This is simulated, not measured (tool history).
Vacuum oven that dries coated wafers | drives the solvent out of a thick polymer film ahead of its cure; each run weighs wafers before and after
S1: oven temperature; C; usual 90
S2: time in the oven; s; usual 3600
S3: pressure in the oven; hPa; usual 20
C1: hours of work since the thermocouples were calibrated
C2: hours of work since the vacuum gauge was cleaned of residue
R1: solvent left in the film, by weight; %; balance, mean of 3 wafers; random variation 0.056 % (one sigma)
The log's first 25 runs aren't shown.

run	hour	S1	S2	S3	C1	C2	R1
26	564.7	89	3600	40.5	635	439	4.28
27	589.6	81	5820	45.6	654	458	5.9
28	612.8	81	5820	45.6	671	476	5.63
29	644.9	81	5820	45.6	696	500	5.76
30	663.6	104	2400	56	710	514	2.81
31	684.3	83	3600	12.9	726	530	3.79
32	712.8	89	2460	10.9	747	552	3.67
33	728.1	89	2460	10.9	759	563	3.58
34	749.5	89	2100	55.9	775	580	7.05
35	775.3	89	3540	55.9	795	599	5.39
36	807.1	93	4620	20	819	623	1.68
37	821.1	90	3300	10.2	829	634	2.2
38	848.6	83	3000	28.8	850	655	5.71
39	874.3	98	4980	57.2	870	674	3.23
40	889	98	4980	57.2	881	685	3.25

Forecast each of these 4 alternatives for the next run:
A	912.3	83	4320	38.9	899	703	?
B	912.3	86	4200	20	899	703	?
C	912.3	76	4980	57.2	899	703	?
D	912.3	94	3300	16.4	899	703	?

run	R1
A	5.22
B	2.99
C	9.14
D	1.84
Without the tool's hidden state the same runs would have given:
run	R1
A	5.24
B	3
C	9.16
D	1.85
